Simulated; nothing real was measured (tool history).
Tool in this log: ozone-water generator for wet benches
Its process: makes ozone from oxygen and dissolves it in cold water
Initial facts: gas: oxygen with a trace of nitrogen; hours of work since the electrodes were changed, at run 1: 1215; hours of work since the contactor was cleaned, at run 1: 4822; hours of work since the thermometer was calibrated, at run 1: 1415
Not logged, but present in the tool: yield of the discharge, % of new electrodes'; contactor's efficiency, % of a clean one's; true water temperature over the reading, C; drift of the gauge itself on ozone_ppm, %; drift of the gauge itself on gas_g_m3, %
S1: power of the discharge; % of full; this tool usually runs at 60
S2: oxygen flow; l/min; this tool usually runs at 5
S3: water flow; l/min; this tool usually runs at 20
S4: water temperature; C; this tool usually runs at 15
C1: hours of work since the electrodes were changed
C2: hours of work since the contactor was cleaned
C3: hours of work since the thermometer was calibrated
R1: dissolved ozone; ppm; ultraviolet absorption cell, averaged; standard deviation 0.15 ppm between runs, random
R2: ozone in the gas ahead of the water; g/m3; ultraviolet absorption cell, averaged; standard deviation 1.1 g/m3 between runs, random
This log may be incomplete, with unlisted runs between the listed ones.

run,day,S1,S2,S3,S4,C1,C2,C3,R1,R2
1,0,60,5,20,15,1215,4822,1415,15.9,184.6
2,0.771,60,5,20,15,1232,4839,1432,15.9,183.7
3,2.404,60,6.84,20,15,1267,4875,1467,15.4,149.1
4,3.204,60,6.84,20,15,1285,4892,1485,15.3,151
5,4.15,60,7.73,20,15,1306,4913,1506,14.8,138.3
6,5.783,60,5,20,15,1341,4949,1541,15.5,183.9
7,7.383,60,5,20,15,1376,4984,1576,15.8,184.3
8,8.65,60,5,20,15,1404,5011,1604,15.9,183.9
9,9.812,60,5,20,15,1429,5037,1629,15.8,185.1
# day 10.071: contactor cleaned
10,10.996,60,5,20,15,1452,20,1652,15.2,184.3
11,11.925,60,5,13,15,1472,40,1672,20.9,182.5
12,12.871,60,5,20,12,1492,61,1692,15.9,183
13,14.308,60,5,20,15,1524,92,1724,15.5,183.5
14,15.396,60,5,20,15,1548,116,1748,15.2,182.9
15,16.483,60,5,20,15,1571,140,1771,15,182.1
# day 18.288: contactor cleaned, once more
16,18.288,74,5,20,15,1607,0,1807,20.2,221.3
17,19.758,74,5,20,15,1639,32,1839,20.1,220.8
18,21.242,74,5,20,15,1672,65,1872,20.1,219.9
19,22.188,65,5,16,15,1692,85,1892,21.5,198.2
20,23.317,65,5,16,15,1717,110,1917,21.1,196.8
21,24.204,85,5,16,15,1736,129,1936,26.9,251.1
22,25.338,85,5,16,15,1761,154,1961,26.9,247
23,26.654,45,5.34,16,15,1790,183,1990,15.2,136.1
24,28.158,60,2.79,20,12,1823,216,2023,17.4,267
25,29.1,60,5,12,12,1843,236,2043,25.1,182.1
26,30.429,60,5,12,12,1872,265,2072,24.9,183
27,31.625,60,5,16,12,1898,291,2098,20.5,183.1
28,32.871,60,5,18,11,1926,318,2126,18.8,181.7
29,34.038,60,5,18,11,1951,344,2151,19,182.3
30,34.783,53,6.5,21,15,1967,360,2167,14,137.8
31,36.217,53,6.5,21,15,1999,392,2199,13.7,136
32,37.317,49,2.79,28,12,2023,416,2223,10.3,225.3

Some steps in R1, run to run, broken into two amounts with sign: the step expected even without the hidden condition (settings, incoming material, random variation), and the rest, left for the hidden condition together with whatever gauge scatter is not in both the measured and the hidden-condition-free result:
Run 10 -> 11: S3 20 -> 13. R1 +5.7 ppm: hidden state -0.7, all else +6.4.
Run 15 -> 16: S1 60 -> 74, contactor cleaned, once more. R1 +5.2 ppm: hidden state +1.1, all else +4.1.
Run 20 -> 21: S1 65 -> 85. R1 +5.8 ppm: hidden state -0.6, all else +6.4.
Run 22 -> 23: S1 85 -> 45, S2 5 -> 5.34. R1 -11.7 ppm: hidden state +1.2, all else -12.9.
Run 24 -> 25: S2 2.79 -> 5, S3 20 -> 12. R1 +7.7 ppm: hidden state -0.5, all else +8.2.
